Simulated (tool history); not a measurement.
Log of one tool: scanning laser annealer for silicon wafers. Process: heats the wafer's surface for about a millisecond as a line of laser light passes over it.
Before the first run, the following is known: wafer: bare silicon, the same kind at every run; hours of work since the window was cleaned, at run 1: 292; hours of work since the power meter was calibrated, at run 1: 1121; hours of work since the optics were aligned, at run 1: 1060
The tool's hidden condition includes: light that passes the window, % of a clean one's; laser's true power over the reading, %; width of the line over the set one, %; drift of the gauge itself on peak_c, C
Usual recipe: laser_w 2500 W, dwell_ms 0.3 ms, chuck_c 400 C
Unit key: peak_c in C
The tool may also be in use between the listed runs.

run	day	laser_w	dwell_ms	chuck_c	hours of work since the window was cleaned	hours of work since the power meter was calibrated	hours of work since the optics were aligned	peak_c
1	0	2500	0.3	400	292	1121	1060	1089
2	1.996	2500	0.3	400	313	1142	1081	1088
3	3.725	2500	0.3	400	331	1161	1100	1086
4	6.042	2500	0.3	400	356	1185	1124	1085
5	7.779	2500	0.3	361	374	1204	1143	1046
6	9.525	2500	0.3	400	393	1222	1161	1081
7	13.321	2500	0.3	400	433	1263	1202	1081
# day 15.596: optics aligned, line set to its width
8	15.621	2500	0.3	400	456	1285	0	1075
9	18	2500	0.3	400	481	1310	26	1073
10	21.542	2500	0.3	400	519	1348	63	1071
11	24.246	2500	0.3	400	547	1377	92	1071
# day 26.354: optics aligned, line set to its width, once more
12	26.567	2500	0.3	400	570	1399	2	1101
13	28.392	2500	0.3	400	589	1419	22	1097
14	30.508	2500	0.3	400	612	1441	44	1101
15	33.758	2500	0.3	400	646	1476	79	1098
16	36.479	2500	0.3	400	675	1505	108	1099
17	39.021	2214	0.3	400	702	1532	135	996
18	41.958	2214	0.3	400	734	1563	166	997
19	44.025	2214	0.3	400	756	1585	188	993
20	47.217	2214	0.3	400	789	1619	222	990
21	49.471	2214	0.3	400	813	1643	246	995
22	51.396	2500	0.3	422	834	1663	266	1109
# day 55.262: window over the wafer cleaned
23	55.262	2500	0.3	422	0	1704	307	1130
24	59.004	2183	0.267	366	40	1743	346	929
25	62.283	2183	0.267	366	75	1778	381	930
26	63.862	2183	0.264	376	91	1795	398	933
27	66.512	2528	0.335	389	120	1823	426	1138
28	70.212	2500	0.346	384	159	1863	466	1130
29	73.542	2500	0.346	384	194	1898	501	1130
30	76.854	2500	0.346	384	230	1933	536	1127
31	79.5	2500	0.346	384	258	1961	564	1125
32	81.612	2500	0.346	384	280	1984	587	1129
33	84.704	2373	0.221	422	313	2017	620	985
34	88.425	2620	0.3	419	353	2056	659	1150
35	92.05	2620	0.252	431	391	2095	698	1104
36	94.6	2620	0.293	370	418	2122	725	1094
37	97.5	2500	0.286	400	449	2153	756	1071
38	99.696	2565	0.3	400	473	2176	779	1111
39	101.617	2459	0.3	400	493	2197	800	1069
40	103.521	2459	0.3	400	513	2217	820	1066

Each run again, without the hidden state but with its own random variation kept:
run	peak_c
1	1121
2	1121
3	1120
4	1120
5	1083
6	1118
7	1120
8	1122
9	1121
10	1120
11	1122
12	1122
13	1119
14	1124
15	1123
16	1125
17	1019
18	1021
19	1018
20	1017
21	1023
22	1142
23	1143
24	942
25	943
26	947
27	1159
28	1152
29	1154
30	1154
31	1152
32	1157
33	1008
34	1181
35	1135
36	1128
37	1104
38	1147
39	1104
40	1102
